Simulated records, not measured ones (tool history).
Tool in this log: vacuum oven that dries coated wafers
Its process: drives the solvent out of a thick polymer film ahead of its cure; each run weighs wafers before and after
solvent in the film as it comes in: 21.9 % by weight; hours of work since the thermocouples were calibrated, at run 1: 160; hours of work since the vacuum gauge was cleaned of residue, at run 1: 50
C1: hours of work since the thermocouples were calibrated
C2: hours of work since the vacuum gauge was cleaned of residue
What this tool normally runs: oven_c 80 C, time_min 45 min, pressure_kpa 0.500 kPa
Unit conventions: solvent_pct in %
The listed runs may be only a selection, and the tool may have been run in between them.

run 1 hour=0.0 | oven_c=80 time_min=45 pressure_kpa=0.500 | C1=160 C2=50 | solvent_pct=1.16
run 2 hour=10.2 | oven_c=78 time_min=45 pressure_kpa=0.500 | C1=165 C2=55 | solvent_pct=1.41
run 3 hour=29.0 | oven_c=80 time_min=45 pressure_kpa=0.500 | C1=173 C2=63 | solvent_pct=1.14
run 4 hour=44.2 | oven_c=89 time_min=45 pressure_kpa=0.500 | C1=180 C2=70 | solvent_pct=0.41
run 5 hour=63.6 | oven_c=89 time_min=45 pressure_kpa=0.500 | C1=189 C2=79 | solvent_pct=0.43
run 6 hour=75.9 | oven_c=80 time_min=45 pressure_kpa=0.755 | C1=194 C2=84 | solvent_pct=1.27
run 7 hour=86.2 | oven_c=80 time_min=45 pressure_kpa=0.755 | C1=199 C2=89 | solvent_pct=1.25
run 8 hour=102.1 | oven_c=80 time_min=45 pressure_kpa=0.755 | C1=206 C2=96 | solvent_pct=1.27
run 9 hour=116.8 | oven_c=80 time_min=45 pressure_kpa=0.512 | C1=212 C2=102 | solvent_pct=1.16
run 10 hour=126.5 | oven_c=80 time_min=45 pressure_kpa=0.567 | C1=217 C2=107 | solvent_pct=1.19
run 11 hour=139.6 | oven_c=80 time_min=45 pressure_kpa=0.567 | C1=223 C2=113 | solvent_pct=1.19
run 12 hour=152.1 | oven_c=80 time_min=45 pressure_kpa=0.500 | C1=228 C2=118 | solvent_pct=1.14
run 13 hour=171.6 | oven_c=80 time_min=40 pressure_kpa=0.500 | C1=237 C2=127 | solvent_pct=1.51
run 14 hour=188.8 | oven_c=80 time_min=40 pressure_kpa=0.500 | C1=245 C2=135 | solvent_pct=1.50
run 15 hour=198.4 | oven_c=80 time_min=61 pressure_kpa=0.892 | C1=249 C2=139 | solvent_pct=0.79
run 16 hour=210.7 | oven_c=89 time_min=28 pressure_kpa=1.012 | C1=254 C2=144 | solvent_pct=1.55
run 17 hour=223.8 | oven_c=89 time_min=28 pressure_kpa=1.012 | C1=260 C2=150 | solvent_pct=1.58
run 18 hour=240.3 | oven_c=92 time_min=37 pressure_kpa=0.500 | C1=268 C2=158 | solvent_pct=0.48
run 19 hour=253.5 | oven_c=80 time_min=70 pressure_kpa=0.294 | C1=274 C2=164 | solvent_pct=0.33
run 20 hour=264.0 | oven_c=94 time_min=34 pressure_kpa=1.484 | C1=278 C2=168 | solvent_pct=0.78
run 21 hour=278.6 | oven_c=80 time_min=51 pressure_kpa=0.951 | C1=285 C2=175 | solvent_pct=1.09
run 22 hour=290.6 | oven_c=80 time_min=51 pressure_kpa=0.951 | C1=290 C2=180 | solvent_pct=1.09
run 23 hour=309.5 | oven_c=80 time_min=39 pressure_kpa=0.903 | C1=299 C2=189 | solvent_pct=1.79
run 24 hour=321.4 | oven_c=80 time_min=48 pressure_kpa=0.500 | C1=304 C2=194 | solvent_pct=0.99
run 25 hour=335.5 | oven_c=67 time_min=36 pressure_kpa=0.500 | C1=310 C2=200 | solvent_pct=4.88
run 26 hour=352.7 | oven_c=67 time_min=36 pressure_kpa=0.500 | C1=318 C2=208 | solvent_pct=4.92
run 27 hour=366.0 | oven_c=67 time_min=36 pressure_kpa=0.500 | C1=324 C2=214 | solvent_pct=4.92
run 28 hour=384.4 | oven_c=67 time_min=46 pressure_kpa=0.879 | C1=332 C2=222 | solvent_pct=3.77

What if the next run were any one of these 5? Each begins from the tool's condition after run 28:
run A hour=396.0 | oven_c=85 time_min=45 pressure_kpa=0.576 | C1=337 C2=227 | solvent_pct=?
run B hour=396.0 | oven_c=76 time_min=64 pressure_kpa=0.842 | C1=337 C2=227 | solvent_pct=?
run C hour=396.0 | oven_c=74 time_min=61 pressure_kpa=0.500 | C1=337 C2=227 | solvent_pct=?
run D hour=396.0 | oven_c=75 time_min=59 pressure_kpa=0.315 | C1=337 C2=227 | solvent_pct=?
run E hour=396.0 | oven_c=74 time_min=61 pressure_kpa=0.308 | C1=337 C2=227 | solvent_pct=?

run=A solvent_pct=0.70
run=B solvent_pct=0.99
run=C solvent_pct=1.10
run=D solvent_pct=0.94
run=E solvent_pct=0.98
With the hidden condition removed and each run's random variation left untouched, the same runs would have given:
run=A solvent_pct=0.70
run=B solvent_pct=0.99
run=C solvent_pct=1.10
run=D solvent_pct=0.94
run=E solvent_pct=0.98
